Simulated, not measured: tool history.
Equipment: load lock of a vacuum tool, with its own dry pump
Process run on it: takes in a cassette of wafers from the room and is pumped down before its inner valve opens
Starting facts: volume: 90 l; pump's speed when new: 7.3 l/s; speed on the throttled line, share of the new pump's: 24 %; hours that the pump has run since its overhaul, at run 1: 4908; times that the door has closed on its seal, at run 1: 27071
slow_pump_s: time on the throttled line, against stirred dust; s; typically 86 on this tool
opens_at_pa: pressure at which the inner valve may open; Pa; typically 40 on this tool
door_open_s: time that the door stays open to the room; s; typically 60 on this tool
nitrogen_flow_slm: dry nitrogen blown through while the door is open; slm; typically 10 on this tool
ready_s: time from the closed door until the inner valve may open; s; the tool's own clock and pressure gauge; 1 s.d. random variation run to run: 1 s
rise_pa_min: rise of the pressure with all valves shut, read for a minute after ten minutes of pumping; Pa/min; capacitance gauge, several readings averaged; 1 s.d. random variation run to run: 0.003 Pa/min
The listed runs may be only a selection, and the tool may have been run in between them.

run    hour  slow_pump_s  opens_at_pa  door_open_s  nitrogen_flow_slm  hours that the pump has run since its overhaul  times that the door has closed on its seal  incoming humidity of the room's air, %  ready_s  rise_pa_min
  1       0           86           40           60                 10                                            4908                                       27071                                      46    165.2        0.196
  2   214.2           86           40           60                 10                                            5122                                       27718                                    45.9    167.8        0.196
  3   403.4           86           40           60                 10                                            5311                                       28290                                    42.2    165.1          0.2
  4   606.1           86           40           60                 10                                            5514                                       28903                                      45    168.2        0.215
  5   921.3           86           40           60                 10                                            5829                                       29856                                    42.2    168.5        0.213
  6  1177.5           86           40           60                 10                                            6085                                       30630                                    44.6    166.8        0.223
  7  1413.6           86           40           60                 10                                            6321                                       31344                                      39    168.3        0.228
  8  1662.3           86           30           60                 10                                            6570                                       32095                                    42.2    171.5        0.238
  9    1816           86           53           60                 10                                            6724                                       32560                                    49.2      164        0.236
 10  2048.3          145           40           60                 10                                            6956                                       33262                                    45.4      212        0.245
 11  2257.9           86           40           60                 10                                            7166                                       33896                                    43.8    167.8        0.256
 12  2560.6           86           40           60                 10                                            7468                                       34811                                    44.4    168.3        0.259
 13  2880.9           86           40           27                 10                                            7789                                       35779                                    44.9    168.7        0.267
 14  3161.8           86           36          144                  8                                            8070                                       36628                                    45.5    170.4        0.302
 15  3393.7           51           75           63                 33                                            8301                                       37329                                    45.1    135.4        0.287
 16  3587.4           44           58           60                 33                                            8495                                       37914                                    40.9    133.9        0.289
 17  3922.4           66           40          213                 16                                            8830                                       38927                                    43.4    157.4        0.329
 18  4238.8           86           62           60                 41                                            9146                                       39883                                    43.7    164.6        0.311
 19  4395.7           56           40           51                 10                                            9303                                       40358                                    40.3    149.5        0.318
 20  4607.2           80           72          168                 40                                            9515                                       40997                                    42.8    160.3        0.338
 21  4796.5           81           40           81                 10                                            9704                                       41569                                    45.7    168.1        0.344
 22    5066          121           35           81                 34                                            9974                                       42384                                    44.7    200.1        0.347
 23  5400.2           86           71          119                 10                                           10308                                       43394                                    44.2    163.6        0.372

Measured less the same run without the tool's hidden state. The same run-to-run variation is in both; the gauge's scatter may not be:
Hidden conditions of the tool in this case: pump's speed, % of a new pump's; leak at the door's seal, Pa l/s; drift of the gauge itself on ready_s, %; drift of the gauge itself on rise_pa_min, %.
run  ready_s  rise_pa_min
  1     +4.2       +0.173
  2     +4.5       +0.175
  3     +4.6       +0.182
  4     +4.8        +0.19
  5     +5.1       +0.196
  6     +5.3       +0.207
  7     +5.5        +0.21
  8       +6        +0.22
  9     +5.6       +0.222
 10     +4.9       +0.231
 11     +6.3       +0.237
 12     +6.6       +0.247
 13       +7       +0.258
 14     +7.4       +0.267
 15     +7.5       +0.274
 16     +8.3       +0.281
 17     +8.6       +0.291
 18     +7.7       +0.304
 19     +9.3       +0.308
 20     +8.4       +0.319
 21     +9.1       +0.323
 22     +8.6       +0.337
 23     +8.5       +0.346
